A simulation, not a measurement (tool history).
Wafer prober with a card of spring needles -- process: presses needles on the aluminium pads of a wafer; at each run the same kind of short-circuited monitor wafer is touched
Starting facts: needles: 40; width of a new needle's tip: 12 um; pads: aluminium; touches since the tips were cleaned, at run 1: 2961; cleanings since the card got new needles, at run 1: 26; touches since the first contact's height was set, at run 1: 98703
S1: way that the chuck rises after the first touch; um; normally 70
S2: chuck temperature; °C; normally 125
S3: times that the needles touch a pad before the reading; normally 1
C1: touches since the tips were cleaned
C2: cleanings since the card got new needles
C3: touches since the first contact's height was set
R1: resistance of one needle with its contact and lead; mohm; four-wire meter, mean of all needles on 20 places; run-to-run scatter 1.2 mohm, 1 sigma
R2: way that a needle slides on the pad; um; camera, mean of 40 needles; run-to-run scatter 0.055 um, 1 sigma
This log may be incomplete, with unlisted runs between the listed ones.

{"run": 1, "day": 0.0, "S1": 70, "S2": 125, "S3": 1, "C1": 2961, "C2": 26, "C3": 98703, "R1": 172, "R2": 13.77}
{"day": 0.092, "done": "tips cleaned on abrasive film"}
{"day": 0.542, "done": "tips cleaned on abrasive film"}
{"day": 0.992, "done": "tips cleaned on abrasive film"}
{"day": 1.438, "done": "tips cleaned on abrasive film"}
{"day": 1.888, "done": "tips cleaned on abrasive film"}
{"run": 2, "day": 2.175, "S1": 70, "S2": 125, "S3": 1, "C1": 2511, "C2": 31, "C3": 117433, "R1": 174, "R2": 13.61}
{"day": 2.271, "done": "tips cleaned on abrasive film"}
{"day": 2.717, "done": "tips cleaned on abrasive film"}
{"day": 3.167, "done": "tips cleaned on abrasive film"}
{"day": 3.617, "done": "tips cleaned on abrasive film"}
{"run": 3, "day": 3.825, "S1": 70, "S2": 125, "S3": 1, "C1": 1829, "C2": 35, "C3": 131617, "R1": 172, "R2": 13.56}
{"day": 4.008, "done": "tips cleaned on abrasive film"}
{"day": 4.367, "done": "tips cleaned on abrasive film"}
{"day": 4.817, "done": "tips cleaned on abrasive film"}
{"day": 5.267, "done": "tips cleaned on abrasive film"}
{"day": 5.625, "done": "tips cleaned on abrasive film"}
{"day": 6.075, "done": "tips cleaned on abrasive film"}
{"day": 6.433, "done": "tips cleaned on abrasive film"}
{"run": 4, "day": 6.758, "S1": 84, "S2": 125, "S3": 1, "C1": 2822, "C2": 42, "C3": 156837, "R1": 172, "R2": 16.15}
{"day": 6.85, "done": "tips cleaned on abrasive film"}
{"day": 7.3, "done": "tips cleaned on abrasive film"}
{"day": 7.75, "done": "tips cleaned on abrasive film"}
{"day": 8.196, "done": "tips cleaned on abrasive film"}
{"day": 8.646, "done": "tips cleaned on abrasive film"}
{"day": 8.838, "done": "height of the first contact set anew"}
{"day": 9.071, "done": "tips cleaned on abrasive film"}
{"run": 5, "day": 9.071, "S1": 84, "S2": 125, "S3": 1, "C1": 0, "C2": 48, "C3": 1998, "R1": 166, "R2": 17.1}
{"day": 9.521, "done": "tips cleaned on abrasive film"}
{"day": 9.967, "done": "tips cleaned on abrasive film"}
{"day": 10.329, "done": "tips cleaned on abrasive film"}
{"day": 10.775, "done": "tips cleaned on abrasive film"}
{"day": 11.225, "done": "tips cleaned on abrasive film"}
{"day": 11.675, "done": "tips cleaned on abrasive film"}
{"day": 12.033, "done": "tips cleaned on abrasive film"}
{"day": 12.483, "done": "tips cleaned on abrasive film"}
{"run": 6, "day": 12.808, "S1": 84, "S2": 125, "S3": 1, "C1": 2838, "C2": 56, "C3": 34184, "R1": 169, "R2": 16.94}
{"day": 12.9, "done": "tips cleaned on abrasive film"}
{"day": 13.35, "done": "tips cleaned on abrasive film"}
{"day": 13.8, "done": "tips cleaned on abrasive film"}
{"day": 14.246, "done": "tips cleaned on abrasive film"}
{"day": 14.608, "done": "tips cleaned on abrasive film"}
{"day": 14.788, "done": "tips cleaned on abrasive film, once more"}
{"day": 15.238, "done": "tips cleaned on abrasive film"}
{"day": 15.688, "done": "tips cleaned on abrasive film"}
{"day": 16.133, "done": "tips cleaned on abrasive film"}
{"day": 16.496, "done": "tips cleaned on abrasive film"}
{"run": 7, "day": 16.646, "S1": 84, "S2": 125, "S3": 1, "C1": 1321, "C2": 66, "C3": 67170, "R1": 167, "R2": 16.82}
{"day": 16.917, "done": "tips cleaned on abrasive film"}
{"day": 17.367, "done": "tips cleaned on abrasive film"}
{"day": 17.725, "done": "tips cleaned on abrasive film"}
{"day": 18.175, "done": "tips cleaned on abrasive film"}
{"day": 18.625, "done": "tips cleaned on abrasive film"}
{"day": 19.071, "done": "tips cleaned on abrasive film"}
{"day": 19.521, "done": "tips cleaned on abrasive film"}
{"day": 19.971, "done": "tips cleaned on abrasive film"}
{"day": 20.417, "done": "tips cleaned on abrasive film"}
{"run": 8, "day": 20.596, "S1": 84, "S2": 125, "S3": 1, "C1": 1532, "C2": 75, "C3": 101139, "R1": 169, "R2": 16.66}
{"day": 20.867, "done": "tips cleaned on abrasive film"}
{"day": 21.312, "done": "tips cleaned on abrasive film"}
{"day": 21.762, "done": "tips cleaned on abrasive film"}
{"day": 22.212, "done": "tips cleaned on abrasive film"}
{"day": 22.658, "done": "tips cleaned on abrasive film"}
{"run": 9, "day": 22.804, "S1": 84, "S2": 125, "S3": 1, "C1": 1259, "C2": 80, "C3": 120161, "R1": 167, "R2": 16.44}
{"day": 23.075, "done": "tips cleaned on abrasive film"}
{"day": 23.525, "done": "tips cleaned on abrasive film"}
{"day": 23.971, "done": "tips cleaned on abrasive film"}
{"day": 24.333, "done": "tips cleaned on abrasive film"}
{"day": 24.783, "done": "tips cleaned on abrasive film"}
{"day": 25.142, "done": "tips cleaned on abrasive film"}
{"day": 25.592, "done": "tips cleaned on abrasive film"}
{"day": 26.038, "done": "tips cleaned on abrasive film"}
{"day": 26.4, "done": "tips cleaned on abrasive film"}
{"day": 26.8, "done": "tips cleaned on abrasive film"}
{"run": 10, "day": 26.8, "S1": 70, "S2": 125, "S3": 1, "C1": 0, "C2": 90, "C3": 154516, "R1": 167, "R2": 13.47}
{"day": 27.25, "done": "tips cleaned on abrasive film"}
{"day": 27.608, "done": "tips cleaned on abrasive film"}
{"day": 28.058, "done": "tips cleaned on abrasive film"}
{"day": 28.417, "done": "tips cleaned on abrasive film"}
{"day": 28.867, "done": "tips cleaned on abrasive film"}
{"day": 29.146, "done": "height of the first contact set anew"}
{"day": 29.238, "done": "tips cleaned on abrasive film"}
{"day": 29.688, "done": "tips cleaned on abrasive film"}
{"day": 30.046, "done": "tips cleaned on abrasive film"}
{"run": 11, "day": 30.362, "S1": 70, "S2": 125, "S3": 1, "C1": 2739, "C2": 98, "C3": 10464, "R1": 174, "R2": 14.23}
{"day": 30.454, "done": "tips cleaned on abrasive film"}
{"day": 30.817, "done": "tips cleaned on abrasive film"}
{"day": 31.262, "done": "tips cleaned on abrasive film"}
{"day": 31.712, "done": "tips cleaned on abrasive film"}
{"day": 32.162, "done": "tips cleaned on abrasive film"}
{"day": 32.521, "done": "tips cleaned on abrasive film"}
{"run": 12, "day": 32.754, "S1": 70, "S2": 115, "S3": 1, "C1": 2016, "C2": 104, "C3": 31016, "R1": 171, "R2": 14.11}
{"day": 32.933, "done": "tips cleaned on abrasive film"}
{"day": 33.383, "done": "tips cleaned on abrasive film"}
{"day": 33.833, "done": "tips cleaned on abrasive film"}
{"day": 34.192, "done": "tips cleaned on abrasive film"}
{"day": 34.642, "done": "tips cleaned on abrasive film"}
{"day": 35.088, "done": "tips cleaned on abrasive film"}
{"day": 35.45, "done": "tips cleaned on abrasive film"}
{"day": 35.896, "done": "tips cleaned on abrasive film"}
{"day": 36.346, "done": "tips cleaned on abrasive film"}
{"day": 36.704, "done": "tips cleaned on abrasive film"}
{"run": 13, "day": 36.762, "S1": 70, "S2": 33, "S3": 3, "C1": 483, "C2": 114, "C3": 65481, "R1": 154, "R2": 13.83}
{"day": 37.121, "done": "tips cleaned on abrasive film"}
{"day": 37.571, "done": "tips cleaned on abrasive film"}
{"day": 38.021, "done": "tips cleaned on abrasive film"}
{"day": 38.467, "done": "tips cleaned on abrasive film"}
{"day": 38.829, "done": "tips cleaned on abrasive film"}
{"run": 14, "day": 38.971, "S1": 70, "S2": 33, "S3": 3, "C1": 1242, "C2": 119, "C3": 84487, "R1": 153, "R2": 13.77}
{"day": 39.242, "done": "tips cleaned on abrasive film"}
{"day": 39.692, "done": "tips cleaned on abrasive film"}
{"day": 40.138, "done": "tips cleaned on abrasive film"}
{"day": 40.588, "done": "tips cleaned on abrasive film"}
{"day": 41.038, "done": "tips cleaned on abrasive film"}
{"day": 41.396, "done": "tips cleaned on abrasive film"}
{"day": 41.821, "done": "tips cleaned on abrasive film"}
{"run": 15, "day": 41.821, "S1": 73, "S2": 107, "S3": 3, "C1": 0, "C2": 126, "C3": 109008, "R1": 162, "R2": 14.31}
{"day": 42.271, "done": "tips cleaned on abrasive film"}
{"day": 42.721, "done": "tips cleaned on abrasive film"}
{"day": 43.079, "done": "tips cleaned on abrasive film"}
{"day": 43.529, "done": "tips cleaned on abrasive film"}
{"day": 43.967, "done": "tips cleaned on abrasive film"}
{"run": 16, "day": 43.967, "S1": 83, "S2": 125, "S3": 1, "C1": 0, "C2": 131, "C3": 127450, "R1": 164, "R2": 16.23}
{"day": 44.325, "done": "tips cleaned on abrasive film"}
{"day": 44.683, "done": "tips cleaned on abrasive film"}
{"day": 45.133, "done": "tips cleaned on abrasive film"}
{"day": 45.583, "done": "tips cleaned on abrasive film"}
{"day": 45.942, "done": "tips cleaned on abrasive film"}
{"day": 46.392, "done": "tips cleaned on abrasive film"}
{"day": 46.75, "done": "tips cleaned on abrasive film"}
{"day": 47.2, "done": "tips cleaned on abrasive film"}
{"run": 17, "day": 47.342, "S1": 68, "S2": 125, "S3": 1, "C1": 1226, "C2": 139, "C3": 156480, "R1": 171, "R2": 13.01}
{"day": 47.612, "done": "tips cleaned on abrasive film"}
{"day": 48.058, "done": "tips cleaned on abrasive film"}
{"day": 48.508, "done": "tips cleaned on abrasive film"}
{"day": 48.867, "done": "tips cleaned on abrasive film"}
{"day": 49.317, "done": "tips cleaned on abrasive film"}
{"day": 49.508, "done": "height of the first contact set anew"}
{"day": 49.688, "done": "tips cleaned on abrasive film"}
{"run": 18, "day": 49.75, "S1": 66, "S2": 70, "S3": 2, "C1": 532, "C2": 145, "C3": 2077, "R1": 159, "R2": 13.34}
{"day": 50.108, "done": "tips cleaned on abrasive film"}
{"day": 50.471, "done": "tips cleaned on abrasive film"}
{"day": 50.917, "done": "tips cleaned on abrasive film"}
{"day": 51.367, "done": "tips cleaned on abrasive film"}
{"day": 51.817, "done": "tips cleaned on abrasive film"}
{"day": 52.175, "done": "tips cleaned on abrasive film"}
{"day": 52.625, "done": "tips cleaned on abrasive film"}
{"day": 52.983, "done": "tips cleaned on abrasive film"}
{"day": 53.433, "done": "tips cleaned on abrasive film"}
{"run": 19, "day": 53.608, "S1": 69, "S2": 80, "S3": 1, "C1": 1539, "C2": 154, "C3": 35282, "R1": 167, "R2": 13.84}
{"day": 53.879, "done": "tips cleaned on abrasive film"}
{"day": 54.329, "done": "tips cleaned on abrasive film"}
{"day": 54.688, "done": "tips cleaned on abrasive film"}
{"day": 55.138, "done": "tips cleaned on abrasive film"}
{"day": 55.496, "done": "tips cleaned on abrasive film"}
{"run": 20, "day": 55.55, "S1": 69, "S2": 80, "S3": 1, "C1": 468, "C2": 159, "C3": 51970, "R1": 160, "R2": 13.7}
{"day": 55.912, "done": "tips cleaned on abrasive film"}
{"day": 56.358, "done": "tips cleaned on abrasive film"}
{"day": 56.721, "done": "tips cleaned on abrasive film"}
{"day": 57.167, "done": "tips cleaned on abrasive film"}
{"day": 57.617, "done": "tips cleaned on abrasive film"}
{"run": 21, "day": 57.738, "S1": 54, "S2": 31, "S3": 1, "C1": 1060, "C2": 164, "C3": 70795, "R1": 160, "R2": 10.67}

4 options for the next run, each taken on its own from the tool as it stands now. Forecast them:
{"day": 58.008, "done": "tips cleaned on abrasive film"}
{"day": 58.458, "done": "tips cleaned on abrasive film"}
{"day": 58.817, "done": "tips cleaned on abrasive film"}
{"day": 59.267, "done": "tips cleaned on abrasive film"}
{"day": 59.654, "done": "tips cleaned on abrasive film"}
{"run": "A", "day": 59.654, "S1": 70, "S2": 125, "S3": 2, "C1": 0, "C2": 169, "C3": 87268, "R1": "?", "R2": "?"}
{"day": 58.008, "done": "tips cleaned on abrasive film"}
{"day": 58.458, "done": "tips cleaned on abrasive film"}
{"day": 58.817, "done": "tips cleaned on abrasive film"}
{"day": 59.267, "done": "tips cleaned on abrasive film"}
{"day": 59.654, "done": "tips cleaned on abrasive film"}
{"run": "B", "day": 59.654, "S1": 58, "S2": 56, "S3": 2, "C1": 0, "C2": 169, "C3": 87268, "R1": "?", "R2": "?"}
{"day": 58.008, "done": "tips cleaned on abrasive film"}
{"day": 58.458, "done": "tips cleaned on abrasive film"}
{"day": 58.817, "done": "tips cleaned on abrasive film"}
{"day": 59.267, "done": "tips cleaned on abrasive film"}
{"day": 59.654, "done": "tips cleaned on abrasive film"}
{"run": "C", "day": 59.654, "S1": 66, "S2": 31, "S3": 2, "C1": 0, "C2": 169, "C3": 87268, "R1": "?", "R2": "?"}
{"day": 58.008, "done": "tips cleaned on abrasive film"}
{"day": 58.458, "done": "tips cleaned on abrasive film"}
{"day": 58.817, "done": "tips cleaned on abrasive film"}
{"day": 59.267, "done": "tips cleaned on abrasive film"}
{"day": 59.654, "done": "tips cleaned on abrasive film"}
{"run": "D", "day": 59.654, "S1": 70, "S2": 125, "S3": 2, "C1": 0, "C2": 169, "C3": 87268, "R1": "?", "R2": "?"}

run=A R1=168 R2=13.84
run=B R1=157 R2=11.35
run=C R1=152 R2=12.93
run=D R1=168 R2=13.82
With no hidden state in the tool, these same runs would have given:
run=A R1=166 R2=14.32
run=B R1=154 R2=11.83
run=C R1=149 R2=13.40
run=D R1=167 R2=14.30
